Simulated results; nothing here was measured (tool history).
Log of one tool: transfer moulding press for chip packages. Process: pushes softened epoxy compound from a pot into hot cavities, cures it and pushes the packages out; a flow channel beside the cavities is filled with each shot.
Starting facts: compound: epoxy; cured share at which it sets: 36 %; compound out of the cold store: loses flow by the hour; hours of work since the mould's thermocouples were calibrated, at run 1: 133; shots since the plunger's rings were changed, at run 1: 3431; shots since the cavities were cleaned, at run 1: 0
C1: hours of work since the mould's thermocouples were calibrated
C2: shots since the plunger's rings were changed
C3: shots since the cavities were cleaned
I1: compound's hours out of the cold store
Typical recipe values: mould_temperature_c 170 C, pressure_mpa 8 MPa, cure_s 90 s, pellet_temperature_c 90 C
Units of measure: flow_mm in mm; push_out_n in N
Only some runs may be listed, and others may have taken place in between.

run 1 hour=0 | mould_temperature_c=170 pressure_mpa=8 cure_s=90 pellet_temperature_c=90 | C1=133 C2=3431 C3=0 | I1=15.7 | flow_mm=602 push_out_n=235
-- hour=7.9 plunger's sealing rings changed
run 2 hour=7.9 | mould_temperature_c=170 pressure_mpa=8 cure_s=90 pellet_temperature_c=90 | C1=136 C2=0 C3=54 | I1=18.5 | flow_mm=622 push_out_n=269
run 3 hour=12 | mould_temperature_c=170 pressure_mpa=8 cure_s=90 pellet_temperature_c=90 | C1=138 C2=42 C3=96 | I1=41.1 | flow_mm=584 push_out_n=266
run 4 hour=16.7 | mould_temperature_c=170 pressure_mpa=8 cure_s=90 pellet_temperature_c=90 | C1=140 C2=90 C3=144 | I1=18.4 | flow_mm=622 push_out_n=304
run 5 hour=23.8 | mould_temperature_c=170 pressure_mpa=8 cure_s=90 pellet_temperature_c=90 | C1=144 C2=162 C3=216 | I1=28.6 | flow_mm=600 push_out_n=299
run 6 hour=30.6 | mould_temperature_c=170 pressure_mpa=8 cure_s=90 pellet_temperature_c=90 | C1=148 C2=231 C3=285 | I1=21.5 | flow_mm=617 push_out_n=323
run 7 hour=36.7 | mould_temperature_c=170 pressure_mpa=8 cure_s=90 pellet_temperature_c=90 | C1=152 C2=294 C3=348 | I1=12.8 | flow_mm=632 push_out_n=343
run 8 hour=44.8 | mould_temperature_c=170 pressure_mpa=8 cure_s=90 pellet_temperature_c=90 | C1=156 C2=376 C3=430 | I1=34.5 | flow_mm=596 push_out_n=341
run 9 hour=51.7 | mould_temperature_c=170 pressure_mpa=8 cure_s=90 pellet_temperature_c=90 | C1=160 C2=446 C3=500 | I1=17 | flow_mm=620 push_out_n=358
run 10 hour=60.3 | mould_temperature_c=170 pressure_mpa=8 cure_s=90 pellet_temperature_c=90 | C1=165 C2=533 C3=587 | I1=29.3 | flow_mm=599 push_out_n=372
run 11 hour=66 | mould_temperature_c=170 pressure_mpa=8 cure_s=90 pellet_temperature_c=90 | C1=168 C2=592 C3=646 | I1=38.8 | flow_mm=592 push_out_n=373
run 12 hour=73.3 | mould_temperature_c=170 pressure_mpa=8 cure_s=126 pellet_temperature_c=90 | C1=172 C2=666 C3=720 | I1=13 | flow_mm=627 push_out_n=299
run 13 hour=77.1 | mould_temperature_c=170 pressure_mpa=8 cure_s=126 pellet_temperature_c=90 | C1=174 C2=705 C3=759 | I1=23.1 | flow_mm=608 push_out_n=300
run 14 hour=83.9 | mould_temperature_c=170 pressure_mpa=8 cure_s=82 pellet_temperature_c=94 | C1=178 C2=774 C3=828 | I1=26.5 | flow_mm=606 push_out_n=464
run 15 hour=91.5 | mould_temperature_c=170 pressure_mpa=6.82 cure_s=82 pellet_temperature_c=94 | C1=182 C2=852 C3=906 | I1=30 | flow_mm=549 push_out_n=495
-- hour=93.6 cavities cleaned with cleaning compound and waxed
run 16 hour=99.5 | mould_temperature_c=170 pressure_mpa=6.82 cure_s=87 pellet_temperature_c=94 | C1=186 C2=917 C3=59 | I1=28.4 | flow_mm=554 push_out_n=281
run 17 hour=103.9 | mould_temperature_c=165 pressure_mpa=6.26 cure_s=97 pellet_temperature_c=81 | C1=188 C2=962 C3=104 | I1=9.1 | flow_mm=566 push_out_n=347
run 18 hour=111.8 | mould_temperature_c=170 pressure_mpa=8 cure_s=116 pellet_temperature_c=90 | C1=193 C2=1043 C3=185 | I1=42 | flow_mm=580 push_out_n=235
run 19 hour=118.4 | mould_temperature_c=167 pressure_mpa=8.07 cure_s=116 pellet_temperature_c=87 | C1=197 C2=1110 C3=252 | I1=13.1 | flow_mm=636 push_out_n=254
run 20 hour=124.9 | mould_temperature_c=167 pressure_mpa=8.74 cure_s=116 pellet_temperature_c=94 | C1=200 C2=1176 C3=318 | I1=42.8 | flow_mm=604 push_out_n=273
run 21 hour=131.3 | mould_temperature_c=167 pressure_mpa=8 cure_s=90 pellet_temperature_c=90 | C1=204 C2=1241 C3=383 | I1=40 | flow_mm=588 push_out_n=420
run 22 hour=137.4 | mould_temperature_c=167 pressure_mpa=8 cure_s=76 pellet_temperature_c=90 | C1=207 C2=1303 C3=445 | I1=37.9 | flow_mm=587 push_out_n=613
run 23 hour=143.6 | mould_temperature_c=173 pressure_mpa=8 cure_s=76 pellet_temperature_c=90 | C1=211 C2=1366 C3=508 | I1=12.9 | flow_mm=615 push_out_n=460

Branching from run 23: 5 alternative next runs. What would each branch give?
run A hour=149 | mould_temperature_c=175 pressure_mpa=8.09 cure_s=75 pellet_temperature_c=90 | C1=214 C2=1421 C3=563 | I1=34.1 | flow_mm=? push_out_n=?
run B hour=149 | mould_temperature_c=170 pressure_mpa=8 cure_s=77 pellet_temperature_c=84 | C1=214 C2=1421 C3=563 | I1=25.6 | flow_mm=? push_out_n=?
run C hour=149 | mould_temperature_c=170 pressure_mpa=8.65 cure_s=90 pellet_temperature_c=91 | C1=214 C2=1421 C3=563 | I1=40.9 | flow_mm=? push_out_n=?
run D hour=149 | mould_temperature_c=173 pressure_mpa=8 cure_s=123 pellet_temperature_c=90 | C1=214 C2=1421 C3=563 | I1=41.7 | flow_mm=? push_out_n=?
run E hour=149 | mould_temperature_c=170 pressure_mpa=8 cure_s=103 pellet_temperature_c=99 | C1=214 C2=1421 C3=563 | I1=17.9 | flow_mm=? push_out_n=?

run=A flow_mm=583 push_out_n=403
run=B flow_mm=599 push_out_n=529
run=C flow_mm=596 push_out_n=364
run=D flow_mm=571 push_out_n=287
run=E flow_mm=610 push_out_n=296
With no hidden state in the tool, these same runs would have given:
run=A flow_mm=593 push_out_n=253
run=B flow_mm=610 push_out_n=328
run=C flow_mm=607 push_out_n=228
run=D flow_mm=581 push_out_n=184
run=E flow_mm=621 push_out_n=186
